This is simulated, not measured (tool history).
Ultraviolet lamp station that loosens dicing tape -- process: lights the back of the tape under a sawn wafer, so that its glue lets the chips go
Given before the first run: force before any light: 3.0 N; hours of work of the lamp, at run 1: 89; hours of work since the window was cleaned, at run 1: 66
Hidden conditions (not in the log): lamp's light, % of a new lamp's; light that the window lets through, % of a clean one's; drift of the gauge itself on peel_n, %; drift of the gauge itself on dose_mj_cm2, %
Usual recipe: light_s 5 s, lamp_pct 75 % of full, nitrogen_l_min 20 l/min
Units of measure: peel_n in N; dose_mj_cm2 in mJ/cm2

run,hour,light_s,lamp_pct,nitrogen_l_min,hours of work of the lamp,hours of work since the window was cleaned,peel_n,dose_mj_cm2
1,0,5,75,20,89,66,0.558,289
2,23.4,4,75,20,101,78,0.75,228
3,40.7,5,92,20,109,87,0.457,350
4,55.5,5,92,20,117,94,0.42,349
5,67.3,5,92,20,123,100,0.449,352
6,84.1,7,75,20,132,109,0.39,397
7,107.8,5,88,20,144,121,0.462,336
8,128.7,5,88,20,154,131,0.461,328
9,147.6,2,88,20,164,141,1.281,131
10,162.6,2,88,20,172,149,1.295,130
11,176,5,75,20,178,155,0.619,280
12,199.7,5,75,20,190,168,0.619,279
13,211,4,75,20,196,173,0.794,220
14,231.5,6,94,20,207,184,0.351,417
15,241.8,3,75,14,212,189,1.173,165
# hour 244.2: window cleaned of glue's vapour
16,264.6,9,75,15,223,10,0.316,486
17,274.8,3,83,15,228,16,1.03,179
18,298.2,2,80,15,240,28,1.45,114
19,316.6,6,75,20,250,37,0.479,321
20,332.4,6,75,20,258,45,0.474,323
21,344.7,3,62,18,264,51,1.306,131
22,357.1,6,88,14,270,58,0.444,378
23,367,6,88,14,275,63,0.453,376
# hour 389.1: window cleaned of glue's vapour, once more
24,390,5,87,20,287,0,0.486,322
25,410.7,5,61,20,297,11,0.774,228

Some steps in peel_n between neighbouring runs. How much of each would the tool show without its hidden state too (settings, what came in, random variation), and how much is left for the hidden state, with any gauge scatter that isn't in both results?
Run 15 -> 16: light_s 3 -> 9, nitrogen_l_min 14 -> 15, window cleaned of glue's vapour. peel_n -0.857 N: hidden state -0.06, all else -0.797.
Run 16 -> 17: light_s 9 -> 3, lamp_pct 75 -> 83. peel_n +0.714 N: hidden state +0.067, all else +0.647.
Run 18 -> 19: light_s 2 -> 6, lamp_pct 80 -> 75, nitrogen_l_min 15 -> 20. peel_n -0.971 N: hidden state -0.039, all else -0.932.
Run 21 -> 22: light_s 3 -> 6, lamp_pct 62 -> 88, nitrogen_l_min 18 -> 14. peel_n -0.862 N: hidden state -0.054, all else -0.808.
